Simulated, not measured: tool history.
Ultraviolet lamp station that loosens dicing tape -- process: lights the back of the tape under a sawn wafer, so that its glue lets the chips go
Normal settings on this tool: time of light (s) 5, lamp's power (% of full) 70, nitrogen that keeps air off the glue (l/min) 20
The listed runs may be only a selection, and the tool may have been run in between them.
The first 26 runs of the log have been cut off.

run   hour  time of light (s)  lamp's power (% of full)  nitrogen that keeps air off the glue (l/min)  force that peels the tape off (N)  light that reached the tape (mJ/cm²)
 27  219.4                  6                        70                                             8                              0.897                                   458
 28  226.6                  6                        70                                             8                              0.956                                   458
 29  236.8                  4                        76                                             8                              1.572                                   329
 30  241.6                  3                        72                                             8                              2.377                                   233
 31  247.8                  6                        66                                            20                              0.651                                   426
 32  259.0                  3                        92                                            20                              1.233                                   294
 33  268.3                  3                        92                                            20                              1.221                                   300
 34  277.9                  3                        92                                            20                              1.301                                   295
 35  287.2                  3                        92                                            20                              1.223                                   293
 36  294.8                  9                        75                                            28                              0.255                                   722
 37  303.8                  6                        80                                            14                              0.560                                   508
 38  310.3                  6                        86                                            29                              0.349                                   548
 39  318.2                  6                        86                                            29                              0.354                                   541
 40  323.2                  6                        93                                            20                              0.355                                   592
 41  328.8                  6                        93                                            20                              0.348                                   590
 42  336.3                  3                        88                                             6                              2.156                                   279
 43  343.6                  2                        98                                            28                              1.884                                   205
 44  354.8                  2                        98                                            28                              1.842                                   203

Branching from run 44: 3 alternative next runs. What would each branch give?
  A  366.2                  2                        91                                            28                                  ?                                     ?
  B  366.2                  2                        73                                            28                                  ?                                     ?
  C  366.2                  2                        91                                            27                                  ?                                     ?

run  force that peels the tape off (N)  light that reached the tape (mJ/cm²)
  A                              1.950                                   192
  B                              2.667                                   152
  C                              2.026                                   190
Take away the tool's hidden state, keep each run's random variation, and the runs would have read:
run  force that peels the tape off (N)  light that reached the tape (mJ/cm²)
  A                              1.529                                   232
  B                              2.182                                   184
  C                              1.593                                   229
